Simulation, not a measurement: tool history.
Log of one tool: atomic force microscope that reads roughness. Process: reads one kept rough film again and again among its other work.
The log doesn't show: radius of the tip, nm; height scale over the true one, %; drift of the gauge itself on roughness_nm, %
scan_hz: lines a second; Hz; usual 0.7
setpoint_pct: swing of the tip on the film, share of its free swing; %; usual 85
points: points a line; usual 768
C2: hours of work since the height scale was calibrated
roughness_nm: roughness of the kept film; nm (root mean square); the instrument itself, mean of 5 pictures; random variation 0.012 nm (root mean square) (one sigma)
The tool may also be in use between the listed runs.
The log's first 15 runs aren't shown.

run 16 hour=155.1 | scan_hz=0.7 setpoint_pct=61 points=768 | pictures_with_this_tip=189 C2=424 | roughness_nm=2.374
run 17 hour=166.2 | scan_hz=0.7 setpoint_pct=85 points=768 | pictures_with_this_tip=213 C2=432 | roughness_nm=2.253
-- hour=169.4 new tip fitted
run 18 hour=179.2 | scan_hz=0.657 setpoint_pct=85 points=768 | pictures_with_this_tip=22 C2=441 | roughness_nm=2.76
run 19 hour=188.8 | scan_hz=0.657 setpoint_pct=85 points=768 | pictures_with_this_tip=43 C2=448 | roughness_nm=2.665
run 20 hour=199.8 | scan_hz=0.657 setpoint_pct=85 points=768 | pictures_with_this_tip=67 C2=456 | roughness_nm=2.62
run 21 hour=207.6 | scan_hz=0.657 setpoint_pct=85 points=768 | pictures_with_this_tip=85 C2=461 | roughness_nm=2.569
run 22 hour=217.7 | scan_hz=2.372 setpoint_pct=61 points=768 | pictures_with_this_tip=107 C2=468 | roughness_nm=2.518
run 23 hour=229.4 | scan_hz=2.52 setpoint_pct=85 points=727 | pictures_with_this_tip=133 C2=477 | roughness_nm=2.254
run 24 hour=237.9 | scan_hz=2.52 setpoint_pct=85 points=727 | pictures_with_this_tip=151 C2=482 | roughness_nm=2.224
run 25 hour=243.8 | scan_hz=2.52 setpoint_pct=85 points=727 | pictures_with_this_tip=165 C2=487 | roughness_nm=2.164
run 26 hour=250.5 | scan_hz=0.777 setpoint_pct=85 points=727 | pictures_with_this_tip=179 C2=491 | roughness_nm=2.319
run 27 hour=258.5 | scan_hz=1.737 setpoint_pct=57 points=458 | pictures_with_this_tip=197 C2=497 | roughness_nm=2.277
-- hour=268.5 new tip fitted
run 28 hour=270.4 | scan_hz=0.993 setpoint_pct=85 points=458 | pictures_with_this_tip=4 C2=505 | roughness_nm=2.736
run 29 hour=283.5 | scan_hz=0.7 setpoint_pct=72 points=768 | pictures_with_this_tip=33 C2=514 | roughness_nm=2.728
run 30 hour=291.4 | scan_hz=2.986 setpoint_pct=61 points=768 | pictures_with_this_tip=50 C2=520 | roughness_nm=2.644
run 31 hour=300.4 | scan_hz=0.653 setpoint_pct=72 points=448 | pictures_with_this_tip=70 C2=526 | roughness_nm=2.629

Forecast each of these 5 alternatives for the next run:
run A hour=306.1 | scan_hz=0.91 setpoint_pct=66 points=277 | pictures_with_this_tip=83 C2=530 | roughness_nm=?
run B hour=306.1 | scan_hz=0.653 setpoint_pct=72 points=776 | pictures_with_this_tip=83 C2=530 | roughness_nm=?
run C hour=306.1 | scan_hz=3.107 setpoint_pct=84 points=826 | pictures_with_this_tip=83 C2=530 | roughness_nm=?
run D hour=306.1 | scan_hz=2.102 setpoint_pct=59 points=768 | pictures_with_this_tip=83 C2=530 | roughness_nm=?
run E hour=306.1 | scan_hz=1.009 setpoint_pct=85 points=851 | pictures_with_this_tip=83 C2=530 | roughness_nm=?

run=A roughness_nm=2.575
run=B roughness_nm=2.585
run=C roughness_nm=2.336
run=D roughness_nm=2.585
run=E roughness_nm=2.518
Without the tool's hidden state the same runs would have given:
run=A roughness_nm=2.859
run=B roughness_nm=2.87
run=C roughness_nm=2.594
run=D roughness_nm=2.869
run=E roughness_nm=2.795
